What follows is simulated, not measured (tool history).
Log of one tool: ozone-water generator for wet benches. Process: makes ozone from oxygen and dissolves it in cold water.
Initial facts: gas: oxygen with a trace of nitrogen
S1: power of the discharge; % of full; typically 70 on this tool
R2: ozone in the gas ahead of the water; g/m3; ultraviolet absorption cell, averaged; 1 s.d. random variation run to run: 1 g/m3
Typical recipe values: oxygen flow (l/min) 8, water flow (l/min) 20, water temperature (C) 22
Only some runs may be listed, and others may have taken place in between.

Run 1, hour 0: usual settings. Result: dissolved ozone (ppm) 17.9, R2 172.1 g/m3.
Run 2, hour 35.1: usual settings. Result: dissolved ozone (ppm) 18.1, R2 173.7 g/m3.
Run 3, hour 62.2: usual settings but oxygen flow (l/min) 9.08. Result: dissolved ozone (ppm) 18, R2 165.1 g/m3.
Run 4, hour 87.6: usual settings. Result: dissolved ozone (ppm) 18.1, R2 173.2 g/m3.
Run 5, hour 105.2: usual settings. Result: dissolved ozone (ppm) 18, R2 173.6 g/m3.
Run 6, hour 128.8: usual settings. Result: dissolved ozone (ppm) 17.7, R2 174.2 g/m3.
Run 7, hour 143.4: usual settings. Result: dissolved ozone (ppm) 18.2, R2 177 g/m3.
Run 8, hour 159.9: usual settings but water flow (l/min) 19, water temperature (C) 16. Result: dissolved ozone (ppm) 21.1, R2 173.6 g/m3.
Run 9, hour 185.4: usual settings but water flow (l/min) 19, water temperature (C) 16. Result: dissolved ozone (ppm) 21, R2 174.8 g/m3.
Run 10, hour 207.7: usual settings but S1 52 % of full, oxygen flow (l/min) 6.61, water flow (l/min) 15, water temperature (C) 16. Result: dissolved ozone (ppm) 19.5, R2 146.5 g/m3.
Run 11, hour 222.8: usual settings but S1 99 % of full, water flow (l/min) 31, water temperature (C) 15. Result: dissolved ozone (ppm) 18.3, R2 233.8 g/m3.
Run 12, hour 250.9: usual settings but water temperature (C) 20. Result: dissolved ozone (ppm) 18.8, R2 176.1 g/m3.
Run 13, hour 275.6: usual settings but S1 52 % of full. Result: dissolved ozone (ppm) 14.3, R2 136.7 g/m3.

What if the next run were any one of these 4? Each begins from the tool's condition after run 13:
At hour 277.7: water thermometer calibrated.
Run A, hour 303.1: usual settings but oxygen flow (l/min) 5.69. Result: dissolved ozone (ppm) ?, R2 ?.
At hour 277.7: water thermometer calibrated.
Run B, hour 303.1: usual settings but S1 52 % of full, water flow (l/min) 13. Result: dissolved ozone (ppm) ?, R2 ?.
At hour 277.7: water thermometer calibrated.
Run C, hour 303.1: usual settings but S1 52 % of full, oxygen flow (l/min) 7.31, water flow (l/min) 14, water temperature (C) 28. Result: dissolved ozone (ppm) ?, R2 ?.
At hour 277.7: water thermometer calibrated.
Run D, hour 303.1: usual settings but S1 50 % of full, water flow (l/min) 23, water temperature (C) 25. Result: dissolved ozone (ppm) ?, R2 ?.

run  dissolved ozone (ppm)     R2
  A                     18  196.7
  B                   19.5  139.6
  C                   16.2  142.9
  D                   11.5  132.3
Stripped of hidden state, with their random variation kept, the same runs would have yielded:
run  dissolved ozone (ppm)     R2
  A                     18  194.9
  B                   19.5  138.3
  C                   16.3  141.6
  D                   11.5  131.1

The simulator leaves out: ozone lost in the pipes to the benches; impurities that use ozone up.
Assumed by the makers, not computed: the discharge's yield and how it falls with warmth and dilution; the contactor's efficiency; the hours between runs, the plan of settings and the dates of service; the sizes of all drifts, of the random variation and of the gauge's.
